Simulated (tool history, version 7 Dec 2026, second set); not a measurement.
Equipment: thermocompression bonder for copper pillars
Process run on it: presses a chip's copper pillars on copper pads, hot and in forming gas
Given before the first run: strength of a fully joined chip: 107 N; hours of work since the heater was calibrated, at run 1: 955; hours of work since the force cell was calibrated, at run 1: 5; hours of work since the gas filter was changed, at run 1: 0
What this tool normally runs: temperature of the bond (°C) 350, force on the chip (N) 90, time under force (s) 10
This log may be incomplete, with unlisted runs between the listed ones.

| run | hour | temperature of the bond (°C) | force on the chip (N) | time under force (s) | hours of work since the heater was calibrated | hours of work since the force cell was calibrated | hours of work since the gas filter was changed | force that shears a chip off (N) |
|---|---|---|---|---|---|---|---|---|
| 1 | 0.0 | 350 | 90 | 10 | 955 | 5 | 0 | 79.0 |
| 2 | 12.1 | 350 | 90 | 17 | 960 | 10 | 5 | 86.2 |
| 3 | 23.7 | 350 | 90 | 17 | 965 | 15 | 10 | 88.3 |
| 4 | 34.6 | 350 | 90 | 10 | 970 | 20 | 15 | 78.8 |
| 5 | 44.0 | 350 | 90 | 10 | 974 | 24 | 19 | 78.5 |
| 6 | 55.9 | 350 | 90 | 10 | 979 | 29 | 24 | 77.5 |
| 7 | 72.7 | 360 | 90 | 10 | 986 | 36 | 31 | 83.5 |
| 8 | 83.4 | 360 | 90 | 10 | 991 | 41 | 36 | 82.1 |
| 9 | 95.8 | 365 | 90 | 10 | 996 | 46 | 41 | 85.8 |
| 10 | 107.0 | 350 | 90 | 10 | 1001 | 51 | 46 | 80.1 |

Run 11 has not been measured yet. What should we expect?
| 11 | 123.4 | 350 | 90 | 10 | 1008 | 58 | 53 | ? |

{"run 11": {"force that shears a chip off (N)": 79.2}}
If the tool had no hidden condition, the same run with the same run-to-run variation would have returned force that shears a chip off (N) 78.9.

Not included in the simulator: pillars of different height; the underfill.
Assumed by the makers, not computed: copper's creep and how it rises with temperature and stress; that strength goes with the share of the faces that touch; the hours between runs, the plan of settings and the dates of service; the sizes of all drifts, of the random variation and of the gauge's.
